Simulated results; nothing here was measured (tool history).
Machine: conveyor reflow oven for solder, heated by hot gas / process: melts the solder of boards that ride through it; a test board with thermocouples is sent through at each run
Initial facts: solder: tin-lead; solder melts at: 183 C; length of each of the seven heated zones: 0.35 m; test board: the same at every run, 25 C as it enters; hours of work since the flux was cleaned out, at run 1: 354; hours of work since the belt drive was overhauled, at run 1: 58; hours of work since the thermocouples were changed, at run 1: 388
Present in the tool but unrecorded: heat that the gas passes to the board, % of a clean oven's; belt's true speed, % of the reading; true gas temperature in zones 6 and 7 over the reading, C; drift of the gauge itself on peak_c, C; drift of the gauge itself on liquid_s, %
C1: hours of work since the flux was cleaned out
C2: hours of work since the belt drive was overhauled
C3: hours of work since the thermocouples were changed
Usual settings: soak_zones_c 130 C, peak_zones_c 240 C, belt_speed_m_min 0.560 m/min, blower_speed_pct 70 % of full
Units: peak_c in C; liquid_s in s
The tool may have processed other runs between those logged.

{"run": 1, "hour": 0.0, "soak_zones_c": 130, "peak_zones_c": 240, "belt_speed_m_min": 0.56, "blower_speed_pct": 70, "C1": 354, "C2": 58, "C3": 388, "peak_c": 219.1, "liquid_s": 54.1}
{"run": 2, "hour": 6.8, "soak_zones_c": 130, "peak_zones_c": 240, "belt_speed_m_min": 0.56, "blower_speed_pct": 70, "C1": 359, "C2": 62, "C3": 393, "peak_c": 219.2, "liquid_s": 53.8}
{"run": 3, "hour": 14.4, "soak_zones_c": 126, "peak_zones_c": 240, "belt_speed_m_min": 0.56, "blower_speed_pct": 70, "C1": 364, "C2": 67, "C3": 398, "peak_c": 217.3, "liquid_s": 51.7}
{"run": 4, "hour": 21.8, "soak_zones_c": 126, "peak_zones_c": 240, "belt_speed_m_min": 0.56, "blower_speed_pct": 70, "C1": 369, "C2": 72, "C3": 403, "peak_c": 217.4, "liquid_s": 51.8}
{"run": 5, "hour": 31.5, "soak_zones_c": 126, "peak_zones_c": 240, "belt_speed_m_min": 0.56, "blower_speed_pct": 70, "C1": 375, "C2": 79, "C3": 409, "peak_c": 217.7, "liquid_s": 51.9}
{"run": 6, "hour": 37.2, "soak_zones_c": 117, "peak_zones_c": 240, "belt_speed_m_min": 0.56, "blower_speed_pct": 70, "C1": 379, "C2": 82, "C3": 413, "peak_c": 216.2, "liquid_s": 47.8}
{"run": 7, "hour": 43.8, "soak_zones_c": 117, "peak_zones_c": 240, "belt_speed_m_min": 0.56, "blower_speed_pct": 70, "C1": 383, "C2": 87, "C3": 417, "peak_c": 216.2, "liquid_s": 47.8}
{"run": 8, "hour": 50.3, "soak_zones_c": 117, "peak_zones_c": 240, "belt_speed_m_min": 0.56, "blower_speed_pct": 70, "C1": 388, "C2": 91, "C3": 422, "peak_c": 216.1, "liquid_s": 47.7}
{"run": 9, "hour": 57.2, "soak_zones_c": 117, "peak_zones_c": 240, "belt_speed_m_min": 0.56, "blower_speed_pct": 70, "C1": 392, "C2": 96, "C3": 426, "peak_c": 215.6, "liquid_s": 48.0}
{"run": 10, "hour": 64.1, "soak_zones_c": 117, "peak_zones_c": 240, "belt_speed_m_min": 0.56, "blower_speed_pct": 70, "C1": 397, "C2": 100, "C3": 431, "peak_c": 215.0, "liquid_s": 48.1}
{"run": 11, "hour": 69.2, "soak_zones_c": 130, "peak_zones_c": 240, "belt_speed_m_min": 0.56, "blower_speed_pct": 70, "C1": 400, "C2": 104, "C3": 434, "peak_c": 218.3, "liquid_s": 53.8}
{"run": 12, "hour": 73.4, "soak_zones_c": 130, "peak_zones_c": 240, "belt_speed_m_min": 0.56, "blower_speed_pct": 70, "C1": 403, "C2": 106, "C3": 437, "peak_c": 217.9, "liquid_s": 54.1}
{"run": 13, "hour": 83.0, "soak_zones_c": 130, "peak_zones_c": 240, "belt_speed_m_min": 0.56, "blower_speed_pct": 70, "C1": 409, "C2": 113, "C3": 444, "peak_c": 218.4, "liquid_s": 53.5}
{"run": 14, "hour": 88.2, "soak_zones_c": 130, "peak_zones_c": 240, "belt_speed_m_min": 0.56, "blower_speed_pct": 70, "C1": 413, "C2": 116, "C3": 447, "peak_c": 218.4, "liquid_s": 53.5}
{"run": 15, "hour": 96.2, "soak_zones_c": 130, "peak_zones_c": 240, "belt_speed_m_min": 0.56, "blower_speed_pct": 70, "C1": 418, "C2": 122, "C3": 452, "peak_c": 218.6, "liquid_s": 53.6}
{"run": 16, "hour": 103.5, "soak_zones_c": 132, "peak_zones_c": 240, "belt_speed_m_min": 0.56, "blower_speed_pct": 73, "C1": 423, "C2": 126, "C3": 457, "peak_c": 219.9, "liquid_s": 55.3}
{"run": 17, "hour": 111.9, "soak_zones_c": 132, "peak_zones_c": 250, "belt_speed_m_min": 0.506, "blower_speed_pct": 59, "C1": 428, "C2": 132, "C3": 463, "peak_c": 226.7, "liquid_s": 67.0}
{"run": 18, "hour": 120.0, "soak_zones_c": 132, "peak_zones_c": 250, "belt_speed_m_min": 0.506, "blower_speed_pct": 59, "C1": 434, "C2": 137, "C3": 468, "peak_c": 227.1, "liquid_s": 66.9}
{"run": 19, "hour": 127.2, "soak_zones_c": 136, "peak_zones_c": 243, "belt_speed_m_min": 0.598, "blower_speed_pct": 59, "C1": 439, "C2": 142, "C3": 473, "peak_c": 215.2, "liquid_s": 48.6}

What will run 20 give?
{"run": 20, "hour": 136.8, "soak_zones_c": 130, "peak_zones_c": 250, "belt_speed_m_min": 0.668, "blower_speed_pct": 70, "C1": 445, "C2": 149, "C3": 479, "peak_c": "?", "liquid_s": "?"}

peak_c: 218.0 C
liquid_s: 44.3 s
With the hidden condition absent and the run-to-run variation left alone, this run would have shown peak_c 221.7 C, liquid_s 46.8 s.
